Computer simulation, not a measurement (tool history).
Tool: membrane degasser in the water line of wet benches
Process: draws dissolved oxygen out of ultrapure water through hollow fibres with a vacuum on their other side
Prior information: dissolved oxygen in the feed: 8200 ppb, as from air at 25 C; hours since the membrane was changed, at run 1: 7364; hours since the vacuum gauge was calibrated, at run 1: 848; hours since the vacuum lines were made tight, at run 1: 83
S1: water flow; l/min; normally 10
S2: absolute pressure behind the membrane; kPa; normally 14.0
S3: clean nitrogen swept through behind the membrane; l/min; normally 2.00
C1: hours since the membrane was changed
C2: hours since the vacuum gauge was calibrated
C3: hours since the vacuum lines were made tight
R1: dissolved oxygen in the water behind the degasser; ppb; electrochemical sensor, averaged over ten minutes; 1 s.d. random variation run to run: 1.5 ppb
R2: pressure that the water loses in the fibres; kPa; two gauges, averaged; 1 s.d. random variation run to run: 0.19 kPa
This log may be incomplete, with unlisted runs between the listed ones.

run 1 hour=0.0 | S1=10 S2=14.0 S3=2.00 | C1=7364 C2=848 C3=83 | R1=145.2 R2=38.34
run 2 hour=160.3 | S1=10 S2=14.0 S3=2.00 | C1=7524 C2=1008 C3=243 | R1=146.1 R2=38.69
run 3 hour=287.0 | S1=10 S2=14.0 S3=2.00 | C1=7651 C2=1135 C3=370 | R1=148.3 R2=38.66
run 4 hour=468.1 | S1=10 S2=14.0 S3=2.00 | C1=7832 C2=1316 C3=551 | R1=149.4 R2=38.51
run 5 hour=643.7 | S1=10 S2=14.0 S3=2.00 | C1=8008 C2=1491 C3=727 | R1=149.7 R2=38.84
run 6 hour=870.9 | S1=10 S2=34.7 S3=2.00 | C1=8235 C2=1719 C3=954 | R1=390.7 R2=38.68
run 7 hour=1035.2 | S1=10 S2=34.7 S3=2.00 | C1=8399 C2=1883 C3=1118 | R1=391.5 R2=38.58
run 8 hour=1166.4 | S1=10 S2=34.7 S3=2.00 | C1=8530 C2=2014 C3=1250 | R1=389.4 R2=38.74
run 9 hour=1397.1 | S1=10 S2=34.7 S3=2.00 | C1=8761 C2=2245 C3=1480 | R1=388.1 R2=38.91
run 10 hour=1608.8 | S1=10 S2=34.7 S3=2.00 | C1=8973 C2=2456 C3=1692 | R1=383.8 R2=38.96
run 11 hour=1778.5 | S1=10 S2=12.1 S3=2.00 | C1=9143 C2=2626 C3=1862 | R1=126.8 R2=39.34
run 12 hour=1947.5 | S1=10 S2=15.6 S3=2.00 | C1=9312 C2=2795 C3=2031 | R1=170.3 R2=39.06
run 13 hour=2218.2 | S1=10 S2=15.6 S3=2.00 | C1=9582 C2=3066 C3=2301 | R1=170.1 R2=39.10
run 14 hour=2374.6 | S1=10 S2=15.6 S3=2.00 | C1=9739 C2=3222 C3=2458 | R1=171.5 R2=38.85
run 15 hour=2650.9 | S1=10 S2=15.6 S3=2.00 | C1=10015 C2=3499 C3=2734 | R1=171.4 R2=39.14
run 16 hour=2802.5 | S1=10 S2=15.6 S3=2.00 | C1=10167 C2=3650 C3=2886 | R1=171.9 R2=39.58
run 17 hour=3045.7 | S1=12 S2=14.0 S3=2.00 | C1=10410 C2=3893 C3=3129 | R1=192.8 R2=47.07
run 18 hour=3210.6 | S1=10 S2=17.4 S3=2.00 | C1=10575 C2=4058 C3=3294 | R1=193.4 R2=39.20
run 19 hour=3488.0 | S1=14 S2=22.4 S3=1.55 | C1=10852 C2=4336 C3=3571 | R1=445.4 R2=54.83
run 20 hour=3749.3 | S1=16 S2=17.2 S3=3.50 | C1=11113 C2=4597 C3=3832 | R1=218.1 R2=62.89
-- hour=3764.3 vacuum gauge calibrated
run 21 hour=3966.6 | S1=16 S2=9.1 S3=5.57 | C1=11330 C2=202 C3=4049 | R1=103.7 R2=63.17
run 22 hour=4157.6 | S1=6 S2=32.1 S3=1.89 | C1=11521 C2=393 C3=4240 | R1=243.1 R2=23.70
run 23 hour=4421.9 | S1=6 S2=32.1 S3=1.89 | C1=11785 C2=658 C3=4505 | R1=231.4 R2=23.86
run 24 hour=4638.0 | S1=6 S2=32.1 S3=1.89 | C1=12002 C2=874 C3=4721 | R1=240.4 R2=23.80
run 25 hour=4879.2 | S1=13 S2=32.1 S3=2.92 | C1=12243 C2=1115 C3=4962 | R1=346.8 R2=51.62
-- hour=4903.5 vacuum gauge calibrated, once more
run 26 hour=5026.0 | S1=10 S2=32.1 S3=3.45 | C1=12389 C2=123 C3=5108 | R1=227.6 R2=39.43
run 27 hour=5227.3 | S1=9 S2=11.0 S3=3.93 | C1=12590 C2=324 C3=5309 | R1=60.6 R2=35.66
run 28 hour=5450.8 | S1=10 S2=20.8 S3=2.38 | C1=12814 C2=547 C3=5533 | R1=198.6 R2=40.13
run 29 hour=5607.2 | S1=10 S2=20.8 S3=2.38 | C1=12970 C2=704 C3=5689 | R1=204.7 R2=39.69
run 30 hour=5786.1 | S1=14 S2=20.8 S3=3.27 | C1=13149 C2=883 C3=5868 | R1=228.9 R2=55.83
run 31 hour=5908.5 | S1=14 S2=20.8 S3=3.27 | C1=13272 C2=1005 C3=5991 | R1=228.6 R2=55.98

Selected run-to-run steps in R1, each split into two signed amounts: the part the tool would show with no hidden state at all (from settings, incoming material and random variation), and the remainder, which goes to the hidden state together with any gauge scatter not common to the measured and the hidden-state-free results:
Unlogged tool condition in this case: membrane still open, %; true pressure behind the membrane over the reading, kPa; air that leaks in behind the membrane, l/min; drift of the gauge itself on oxygen_ppb, %; drift of the gauge itself on loss_of_pressure_kpa, %.
Run 5 -> 6: S2 14.0 -> 34.7. R1 +241.0 ppb: hidden state +1.1, all else +239.9.
Run 10 -> 11: S2 34.7 -> 12.1. R1 -257.0 ppb: hidden state -1.5, all else -255.5.
Run 18 -> 19: S1 10 -> 14, S2 17.4 -> 22.4, S3 2.00 -> 1.55. R1 +252.0 ppb: hidden state +9.5, all else +242.5.
Run 24 -> 25: S1 6 -> 13, S3 1.89 -> 2.92. R1 +106.4 ppb: hidden state +6.4, all else +100.0.
Run 25 -> 26: S1 13 -> 10, S3 2.92 -> 3.45, vacuum gauge calibrated, once more. R1 -119.2 ppb: hidden state -8.2, all else -111.0.
